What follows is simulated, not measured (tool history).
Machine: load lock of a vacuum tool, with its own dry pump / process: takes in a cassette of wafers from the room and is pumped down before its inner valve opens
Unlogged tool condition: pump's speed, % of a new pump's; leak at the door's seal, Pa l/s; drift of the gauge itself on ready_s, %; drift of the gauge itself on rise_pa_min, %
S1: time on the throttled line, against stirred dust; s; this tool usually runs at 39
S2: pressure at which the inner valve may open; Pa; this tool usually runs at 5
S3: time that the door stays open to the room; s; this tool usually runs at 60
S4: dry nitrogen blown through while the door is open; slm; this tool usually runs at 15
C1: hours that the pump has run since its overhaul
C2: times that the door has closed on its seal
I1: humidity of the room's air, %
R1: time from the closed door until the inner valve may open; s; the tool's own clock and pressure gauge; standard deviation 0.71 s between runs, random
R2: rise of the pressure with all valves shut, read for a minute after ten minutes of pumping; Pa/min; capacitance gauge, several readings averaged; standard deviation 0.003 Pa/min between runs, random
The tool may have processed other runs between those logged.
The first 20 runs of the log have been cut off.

Run 21, hour 5707.3: usual settings but S2 8 Pa; C1 7229; C2 27035; I1 44.6. Result: R1 108.1 s, R2 0.213 Pa/min.
Run 22, hour 6062.6: usual settings but S3 111 s; C1 7584; C2 28558; I1 46.2. Result: R1 111.7 s, R2 0.237 Pa/min.
Run 23, hour 6405.9: usual settings but S1 59 s, S3 111 s, S4 9 slm; C1 7928; C2 30029; I1 46.7. Result: R1 127.4 s, R2 0.281 Pa/min.
At hour 6428.9: door's seal changed, seat wiped.
Run 24, hour 6780.5: usual settings but S1 30 s; C1 8301; C2 1507; I1 45.4. Result: R1 105.5 s, R2 0.033 Pa/min.
Run 25, hour 6998.6: usual settings but S1 75 s, S2 6 Pa, S4 14 slm; C1 8519; C2 2442; I1 44.6. Result: R1 137.4 s, R2 0.037 Pa/min.
Run 26, hour 7197: usual settings but S1 78 s, S2 8 Pa; C1 8717; C2 3292; I1 46.4. Result: R1 137.1 s, R2 0.041 Pa/min.
Run 27, hour 7506.6: usual settings but S1 34 s, S2 6 Pa, S4 21 slm; C1 9027; C2 4619; I1 45.1. Result: R1 108.4 s, R2 0.034 Pa/min.
Run 28, hour 7686.8: usual settings but S1 56 s, S2 6 Pa, S4 21 slm; C1 9207; C2 5391; I1 46.2. Result: R1 125.3 s, R2 0.039 Pa/min.
Run 29, hour 7925.6: usual settings but S2 9 Pa; C1 9446; C2 6415; I1 40.9. Result: R1 108.8 s, R2 0.044 Pa/min.
Run 30, hour 8225: usual settings but S2 9 Pa; C1 9745; C2 7698; I1 47.6. Result: R1 107 s, R2 0.059 Pa/min.
Run 31, hour 8521.2: usual settings but S2 9 Pa, S3 57 s; C1 10042; C2 8967; I1 44. Result: R1 109.2 s, R2 0.063 Pa/min.
Run 32, hour 8706.5: usual settings but S2 10 Pa, S3 99 s, S4 5 slm; C1 10227; C2 9761; I1 44.2. Result: R1 107.6 s, R2 0.098 Pa/min.
Run 33, hour 8954.9: usual settings but S2 10 Pa, S3 99 s, S4 5 slm; C1 10475; C2 10826; I1 47.7. Result: R1 108.7 s, R2 0.104 Pa/min.
Run 34, hour 9200.3: usual settings but S1 52 s, S2 10 Pa, S3 99 s, S4 7 slm; C1 10721; C2 11878; I1 45.5. Result: R1 118.6 s, R2 0.109 Pa/min.
Run 35, hour 9529.2: usual settings but S1 31 s, S3 143 s, S4 10 slm; C1 11050; C2 13287; I1 45.2. Result: R1 109.7 s, R2 0.117 Pa/min.
Run 36, hour 9846.2: usual settings but S1 23 s, S3 25 s, S4 10 slm; C1 11367; C2 14646; I1 47.3. Result: R1 104.2 s, R2 0.095 Pa/min.
Run 37, hour 10114.1: usual settings but S2 8 Pa, S4 29 slm; C1 11635; C2 15794; I1 47.8. Result: R1 111.9 s, R2 0.1 Pa/min.

Forecast each of these 3 alternatives for the next run:
Run A, hour 10436.9: usual settings but S1 67 s, S2 6 Pa, S4 7 slm; C1 11957; C2 17177; I1 44.5. Result: R1 ?, R2 ?.
Run B, hour 10436.9: usual settings but S1 62 s, S3 37 s; C1 11957; C2 17177; I1 44.1. Result: R1 ?, R2 ?.
Run C, hour 10436.9: usual settings but S1 35 s, S3 147 s; C1 11957; C2 17177; I1 45.9. Result: R1 ?, R2 ?.

run     R1     R2
  A  134.5  0.129
  B  132.5  0.119
  C  113.2  0.139
The same runs, with their run-to-run variation unchanged, on a tool lacking any hidden condition would have given:
run     R1     R2
  A  126.2  0.031
  B    124  0.023
  C  103.9  0.043
